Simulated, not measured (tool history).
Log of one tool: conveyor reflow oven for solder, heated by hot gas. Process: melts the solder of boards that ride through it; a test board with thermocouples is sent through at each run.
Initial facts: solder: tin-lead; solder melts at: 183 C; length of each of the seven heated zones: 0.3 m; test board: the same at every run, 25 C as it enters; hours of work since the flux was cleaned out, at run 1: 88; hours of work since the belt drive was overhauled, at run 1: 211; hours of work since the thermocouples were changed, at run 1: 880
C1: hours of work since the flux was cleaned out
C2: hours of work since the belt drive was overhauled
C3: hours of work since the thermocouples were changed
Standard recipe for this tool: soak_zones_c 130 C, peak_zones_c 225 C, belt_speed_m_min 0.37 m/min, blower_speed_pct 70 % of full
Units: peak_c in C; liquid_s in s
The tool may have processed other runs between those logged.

run 1 hour=0 | soak_zones_c=130 peak_zones_c=225 belt_speed_m_min=0.37 blower_speed_pct=70 | C1=88 C2=211 C3=880 | peak_c=208.8 liquid_s=62.8
run 2 hour=11.6 | soak_zones_c=130 peak_zones_c=225 belt_speed_m_min=0.37 blower_speed_pct=70 | C1=93 C2=216 C3=885 | peak_c=209.4 liquid_s=63.3
run 3 hour=17.6 | soak_zones_c=130 peak_zones_c=225 belt_speed_m_min=0.37 blower_speed_pct=70 | C1=96 C2=219 C3=888 | peak_c=209.4 liquid_s=62.6
run 4 hour=25.1 | soak_zones_c=130 peak_zones_c=236 belt_speed_m_min=0.37 blower_speed_pct=70 | C1=99 C2=223 C3=891 | peak_c=218.2 liquid_s=71.6
run 5 hour=35.4 | soak_zones_c=130 peak_zones_c=236 belt_speed_m_min=0.37 blower_speed_pct=70 | C1=104 C2=227 C3=896 | peak_c=218.3 liquid_s=72.4
run 6 hour=41 | soak_zones_c=130 peak_zones_c=236 belt_speed_m_min=0.37 blower_speed_pct=70 | C1=106 C2=230 C3=898 | peak_c=218.6 liquid_s=72.7
run 7 hour=47.1 | soak_zones_c=130 peak_zones_c=236 belt_speed_m_min=0.37 blower_speed_pct=70 | C1=109 C2=233 C3=901 | peak_c=219.2 liquid_s=71
run 8 hour=53.2 | soak_zones_c=130 peak_zones_c=236 belt_speed_m_min=0.397 blower_speed_pct=70 | C1=112 C2=235 C3=904 | peak_c=217 liquid_s=64
run 9 hour=63.7 | soak_zones_c=130 peak_zones_c=236 belt_speed_m_min=0.397 blower_speed_pct=70 | C1=117 C2=240 C3=909 | peak_c=216.5 liquid_s=65.5
run 10 hour=69.5 | soak_zones_c=130 peak_zones_c=228 belt_speed_m_min=0.397 blower_speed_pct=70 | C1=120 C2=243 C3=911 | peak_c=209.4 liquid_s=58
run 11 hour=76.2 | soak_zones_c=116 peak_zones_c=225 belt_speed_m_min=0.37 blower_speed_pct=70 | C1=123 C2=246 C3=915 | peak_c=207.6 liquid_s=53.2
run 12 hour=87.2 | soak_zones_c=116 peak_zones_c=225 belt_speed_m_min=0.37 blower_speed_pct=70 | C1=128 C2=251 C3=920 | peak_c=206.6 liquid_s=53.7
run 13 hour=92.4 | soak_zones_c=116 peak_zones_c=225 belt_speed_m_min=0.37 blower_speed_pct=70 | C1=130 C2=253 C3=922 | peak_c=207 liquid_s=52.3
run 14 hour=99.4 | soak_zones_c=130 peak_zones_c=224 belt_speed_m_min=0.37 blower_speed_pct=70 | C1=133 C2=257 C3=925 | peak_c=208.7 liquid_s=60.9
run 15 hour=106 | soak_zones_c=130 peak_zones_c=224 belt_speed_m_min=0.37 blower_speed_pct=70 | C1=136 C2=260 C3=928 | peak_c=207.7 liquid_s=61.4
run 16 hour=112.4 | soak_zones_c=130 peak_zones_c=224 belt_speed_m_min=0.37 blower_speed_pct=70 | C1=139 C2=263 C3=931 | peak_c=207.5 liquid_s=60.9
run 17 hour=118.6 | soak_zones_c=132 peak_zones_c=228 belt_speed_m_min=0.415 blower_speed_pct=51 | C1=142 C2=266 C3=934 | peak_c=204 liquid_s=47
run 18 hour=130.6 | soak_zones_c=127 peak_zones_c=230 belt_speed_m_min=0.394 blower_speed_pct=68 | C1=148 C2=271 C3=940 | peak_c=210.5 liquid_s=57.3
run 19 hour=137.9 | soak_zones_c=121 peak_zones_c=230 belt_speed_m_min=0.394 blower_speed_pct=68 | C1=151 C2=274 C3=943 | peak_c=208.3 liquid_s=54.3
run 20 hour=144.1 | soak_zones_c=130 peak_zones_c=235 belt_speed_m_min=0.37 blower_speed_pct=70 | C1=154 C2=277 C3=946 | peak_c=217.1 liquid_s=71.1
run 21 hour=155 | soak_zones_c=123 peak_zones_c=225 belt_speed_m_min=0.406 blower_speed_pct=70 | C1=159 C2=282 C3=951 | peak_c=204.3 liquid_s=47.3
-- hour=164.1 thermocouples of zones 6 and 7 changed
run 22 hour=169.3 | soak_zones_c=123 peak_zones_c=225 belt_speed_m_min=0.406 blower_speed_pct=70 | C1=164 C2=288 C3=2 | peak_c=205.8 liquid_s=48.1
run 23 hour=178.6 | soak_zones_c=123 peak_zones_c=225 belt_speed_m_min=0.406 blower_speed_pct=70 | C1=169 C2=292 C3=7 | peak_c=206 liquid_s=48.9
run 24 hour=186.4 | soak_zones_c=121 peak_zones_c=233 belt_speed_m_min=0.323 blower_speed_pct=54 | C1=172 C2=296 C3=10 | peak_c=217.7 liquid_s=76.3
run 25 hour=193.3 | soak_zones_c=121 peak_zones_c=233 belt_speed_m_min=0.323 blower_speed_pct=54 | C1=176 C2=299 C3=13 | peak_c=217.6 liquid_s=78.2

Predict the results of run 26:
run 26 hour=200.6 | soak_zones_c=141 peak_zones_c=224 belt_speed_m_min=0.323 blower_speed_pct=54 | C1=179 C2=302 C3=17 | peak_c=? liquid_s=?

peak_c: 211.3 C
liquid_s: 81.9 s
Were there no unlogged condition in the tool, this run, its random variation unchanged, would have produced peak_c 212.3 C, liquid_s 83 s.

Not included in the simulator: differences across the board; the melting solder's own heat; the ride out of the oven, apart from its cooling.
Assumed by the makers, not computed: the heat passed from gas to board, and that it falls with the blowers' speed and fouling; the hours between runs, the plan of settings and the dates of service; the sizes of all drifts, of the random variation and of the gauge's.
